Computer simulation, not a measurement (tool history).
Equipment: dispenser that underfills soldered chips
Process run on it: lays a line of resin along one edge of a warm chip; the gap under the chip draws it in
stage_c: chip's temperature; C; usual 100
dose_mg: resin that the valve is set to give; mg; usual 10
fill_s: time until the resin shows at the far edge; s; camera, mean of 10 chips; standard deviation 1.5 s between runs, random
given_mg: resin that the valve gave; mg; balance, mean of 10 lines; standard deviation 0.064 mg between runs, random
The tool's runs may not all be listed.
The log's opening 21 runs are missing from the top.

-- hour=137.6 new syringe of resin
run 22 hour=139.6 | stage_c=94 dose_mg=10.2 | fill_s=200 given_mg=10.26
run 23 hour=146.6 | stage_c=113 dose_mg=10.2 | fill_s=125.1 given_mg=10.19
run 24 hour=151.4 | stage_c=100 dose_mg=9.3 | fill_s=257.4 given_mg=9.26
-- hour=152.8 new syringe of resin
run 25 hour=155.9 | stage_c=106 dose_mg=9.4 | fill_s=130.8 given_mg=9.35
run 26 hour=161.1 | stage_c=87 dose_mg=9.6 | fill_s=357.5 given_mg=9.54
-- hour=167.8 new syringe of resin
run 27 hour=169.5 | stage_c=104 dose_mg=8.9 | fill_s=136.8 given_mg=8.78
run 28 hour=175 | stage_c=104 dose_mg=8.8 | fill_s=168.4 given_mg=8.62
-- hour=182.7 new syringe of resin
run 29 hour=183.5 | stage_c=95 dose_mg=12.4 | fill_s=183.7 given_mg=12.23
run 30 hour=190.4 | stage_c=109 dose_mg=9.5 | fill_s=140.8 given_mg=9.21
-- hour=197.7 new syringe of resin
run 31 hour=198.3 | stage_c=109 dose_mg=9.5 | fill_s=107.4 given_mg=9.2
run 32 hour=205.5 | stage_c=86 dose_mg=12.8 | fill_s=357.6 given_mg=12.43
-- hour=212.5 new syringe of resin
run 33 hour=213.9 | stage_c=86 dose_mg=12.8 | fill_s=277.5 given_mg=12.09
run 34 hour=221.1 | stage_c=101 dose_mg=9.1 | fill_s=201.3 given_mg=8.7
-- hour=227.5 new syringe of resin
run 35 hour=227.5 | stage_c=105 dose_mg=10 | fill_s=117.9 given_mg=9.6

Each row is a separate what-if for the run after 35, all from the same tool condition, not one after another. Results?
run A hour=231.2 | stage_c=102 dose_mg=12.2 | fill_s=? given_mg=?
run B hour=231.2 | stage_c=114 dose_mg=10 | fill_s=? given_mg=?
run C hour=231.2 | stage_c=114 dose_mg=8.8 | fill_s=? given_mg=?
run D hour=231.2 | stage_c=107 dose_mg=12.4 | fill_s=? given_mg=?
run E hour=231.2 | stage_c=109 dose_mg=10.1 | fill_s=? given_mg=?

run=A fill_s=153.2 given_mg=11.54
run=B fill_s=95.5 given_mg=9.44
run=C fill_s=97.8 given_mg=8.32
run=D fill_s=122.9 given_mg=11.67
run=E fill_s=118.5 given_mg=9.62
Stripped of hidden state, with their random variation kept, the same runs would have yielded:
run=A fill_s=139.3 given_mg=12.2
run=B fill_s=86.2 given_mg=9.98
run=C fill_s=87.8 given_mg=8.8
run=D fill_s=111.6 given_mg=12.34
run=E fill_s=107.2 given_mg=10.16
